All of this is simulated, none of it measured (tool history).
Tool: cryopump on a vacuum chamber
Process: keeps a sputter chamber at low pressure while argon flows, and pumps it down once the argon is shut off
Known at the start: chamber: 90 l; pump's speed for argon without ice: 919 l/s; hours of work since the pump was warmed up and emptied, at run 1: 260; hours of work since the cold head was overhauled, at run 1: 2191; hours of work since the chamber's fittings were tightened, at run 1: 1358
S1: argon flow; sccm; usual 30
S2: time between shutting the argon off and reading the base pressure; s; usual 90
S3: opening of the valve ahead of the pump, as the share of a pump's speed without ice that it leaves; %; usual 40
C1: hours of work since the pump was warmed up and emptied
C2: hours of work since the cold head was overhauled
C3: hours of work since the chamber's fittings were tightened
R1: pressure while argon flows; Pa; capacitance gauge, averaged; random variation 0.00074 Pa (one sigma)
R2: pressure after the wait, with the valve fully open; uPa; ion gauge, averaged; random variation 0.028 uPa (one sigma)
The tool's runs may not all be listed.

run,hour,S1,S2,S3,C1,C2,C3,R1,R2
1,0.0,30,90,40,260,2191,1358,0.1526,3.65
2,94.9,30,90,40,344,2274,1442,0.1572,4.03
3,164.6,30,90,17,405,2336,1503,0.3472,4.17
# hour 186.7: pump warmed up, emptied and cooled again
4,211.3,30,90,40,22,2372,1540,0.1398,3.65
5,282.9,30,90,40,85,2435,1603,0.1420,3.65
6,366.3,30,90,40,158,2509,1676,0.1450,3.81
7,449.2,30,271,40,231,2582,1749,0.1473,3.51
8,512.4,30,271,40,287,2637,1805,0.1502,3.79
9,573.0,30,90,40,340,2691,1858,0.1532,4.55
10,620.5,30,90,40,382,2733,1900,0.1555,4.71
# hour 672.7: pump warmed up, emptied and cooled again
11,676.5,30,90,40,3,2778,1945,0.1402,4.12
12,748.9,30,90,40,67,2841,2009,0.1425,4.19
13,816.5,30,90,40,127,2901,2068,0.1448,4.45
14,880.7,30,138,18,183,2957,2125,0.3149,4.30
15,945.8,30,138,18,241,3015,2182,0.3192,4.63
# hour 995.0: leaking fittings of the chamber tightened, without venting
16,1039.7,30,138,18,321,3096,39,0.3227,1.27
17,1132.2,30,138,18,403,3177,121,0.3254,1.46
# hour 1156.0: pump warmed up, emptied and cooled again
18,1222.6,31,38,26,59,3252,196,0.2240,2.99
19,1280.6,58,52,26,110,3303,247,0.4228,2.45
20,1351.1,30,55,40,172,3365,309,0.1464,2.52
21,1399.2,14,65,21,214,3408,352,0.1275,2.45
22,1468.8,42,65,17,275,3469,413,0.4734,2.50
23,1523.3,35,51,40,323,3517,461,0.1784,3.12
24,1600.0,33,60,54,391,3585,528,0.1335,2.98
# hour 1642.9: pump warmed up, emptied and cooled again
25,1687.8,33,60,17,39,3657,601,0.3605,2.73
26,1742.5,33,60,17,88,3706,649,0.3619,2.83

5 ways to go on from here, each from the tool as it stands after run 26. What would each give?
A,1788.0,16,90,35,128,3746,689,?,?
B,1788.0,33,101,17,128,3746,689,?,?
C,1788.0,18,113,41,128,3746,689,?,?
D,1788.0,21,60,40,128,3746,689,?,?
E,1788.0,18,68,34,128,3746,689,?,?

run,R1,R2
A,0.0881,2.54
B,0.3659,2.48
C,0.0858,2.31
D,0.1019,2.92
E,0.1007,2.83
Without the tool's hidden state the same runs would have given:
run,R1,R2
A,0.0844,1.28
B,0.3581,1.24
C,0.0815,1.09
D,0.0969,1.71
E,0.0965,1.59
